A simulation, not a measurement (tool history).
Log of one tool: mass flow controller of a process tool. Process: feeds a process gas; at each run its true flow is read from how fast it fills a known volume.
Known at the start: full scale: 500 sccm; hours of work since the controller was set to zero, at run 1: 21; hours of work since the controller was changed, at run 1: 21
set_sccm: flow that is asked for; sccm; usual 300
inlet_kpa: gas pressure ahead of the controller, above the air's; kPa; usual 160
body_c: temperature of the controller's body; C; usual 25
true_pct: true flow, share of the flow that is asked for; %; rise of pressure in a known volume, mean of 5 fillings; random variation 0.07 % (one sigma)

| run | hour | set_sccm | inlet_kpa | body_c | hours of work since the controller was set to zero | hours of work since the controller was changed | true_pct |
|---|---|---|---|---|---|---|---|
| 1 | 0.0 | 300 | 160 | 25 | 21 | 21 | 99.40 |
| 2 | 69.0 | 300 | 160 | 25 | 55 | 55 | 99.44 |
| 3 | 129.4 | 300 | 160 | 25 | 85 | 85 | 99.44 |
| 4 | 217.8 | 300 | 160 | 25 | 129 | 129 | 99.51 |
| 5 | 308.4 | 300 | 160 | 25 | 175 | 175 | 99.45 |
| 6 | 406.5 | 300 | 160 | 25 | 224 | 224 | 99.49 |
| 7 | 491.7 | 300 | 160 | 25 | 266 | 266 | 99.36 |
| 8 | 568.1 | 300 | 160 | 25 | 304 | 304 | 99.40 |
| 9 | 641.2 | 317 | 154 | 25 | 341 | 341 | 99.38 |
| 10 | 711.3 | 317 | 154 | 25 | 376 | 376 | 99.32 |
| 11 | 800.7 | 317 | 154 | 25 | 420 | 420 | 99.30 |
| 12 | 857.7 | 66 | 161 | 26 | 449 | 449 | 99.62 |
| 13 | 954.5 | 66 | 161 | 26 | 497 | 497 | 99.64 |
| 14 | 1007.4 | 66 | 161 | 26 | 524 | 524 | 99.44 |

Forecast each of these 5 alternatives for the next run:
| A | 1109.0 | 260 | 258 | 37 | 574 | 574 | ? |
| B | 1109.0 | 109 | 160 | 25 | 574 | 574 | ? |
| C | 1109.0 | 102 | 152 | 26 | 574 | 574 | ? |
| D | 1109.0 | 66 | 158 | 36 | 574 | 574 | ? |
| E | 1109.0 | 88 | 243 | 24 | 574 | 574 | ? |

| run | true_pct |
|---|---|
| A | 100.29 |
| B | 99.28 |
| C | 99.41 |
| D | 99.92 |
| E | 99.78 |
Without the tool's hidden state the same runs would have given:
| run | true_pct |
|---|---|
| A | 100.39 |
| B | 99.18 |
| C | 99.28 |
| D | 99.59 |
| E | 99.59 |
